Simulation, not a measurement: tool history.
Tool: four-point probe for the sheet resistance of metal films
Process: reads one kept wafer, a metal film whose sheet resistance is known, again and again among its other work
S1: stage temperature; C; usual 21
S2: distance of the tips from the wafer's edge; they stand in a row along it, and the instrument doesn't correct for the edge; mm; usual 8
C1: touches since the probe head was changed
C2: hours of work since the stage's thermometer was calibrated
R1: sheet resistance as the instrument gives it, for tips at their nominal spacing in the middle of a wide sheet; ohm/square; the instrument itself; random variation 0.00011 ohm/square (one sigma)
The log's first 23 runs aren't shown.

run,hour,S1,S2,C1,C2,R1
24,1616.7,32,32,104557,238,0.554163
25,1697,32,32,108358,294,0.554288
26,1772.1,29,16,111914,346,0.555736
# hour 1845.3: stage's thermometer calibrated, once more
27,1845.3,23,43,115357,0,0.55313
28,1892.9,22,4,117609,33,0.581284
29,1991.5,22,4,122276,101,0.581621
30,2085.8,22,4,126744,166,0.581756
31,2129.6,28,4,128817,196,0.582052
32,2232,26,41,133664,267,0.55418
33,2319.9,21,6,137826,328,0.567081
34,2404.5,21,6,141828,386,0.5672
35,2461,24,6,144505,425,0.56745
36,2533.4,24,6,147933,475,0.567517
37,2583.5,35,18,150303,510,0.556448
38,2684.1,35,18,155069,579,0.556523
39,2748.5,21,17,158118,624,0.556479
40,2796.6,21,43,160392,657,0.555389
# hour 2836: new probe head fitted
41,2889.2,25,6,2519,720,0.565352
42,2956.8,20,6,5720,767,0.565634
43,3044.8,33,5,9883,828,0.571398
44,3127.6,19,8,13807,885,0.560161

4 ways to go on from here, each from the tool as it stands after run 44. What would each give?
A,3203.6,21,33,17401,938,?
B,3203.6,35,16,17401,938,?
C,3203.6,28,4,17401,938,?
D,3203.6,19,41,17401,938,?

run,R1
A,0.553518
B,0.555233
C,0.581905
D,0.553422
Without the tool's hidden state the same runs would have given:
run,R1
A,0.550972
B,0.552702
C,0.579249
D,0.550873

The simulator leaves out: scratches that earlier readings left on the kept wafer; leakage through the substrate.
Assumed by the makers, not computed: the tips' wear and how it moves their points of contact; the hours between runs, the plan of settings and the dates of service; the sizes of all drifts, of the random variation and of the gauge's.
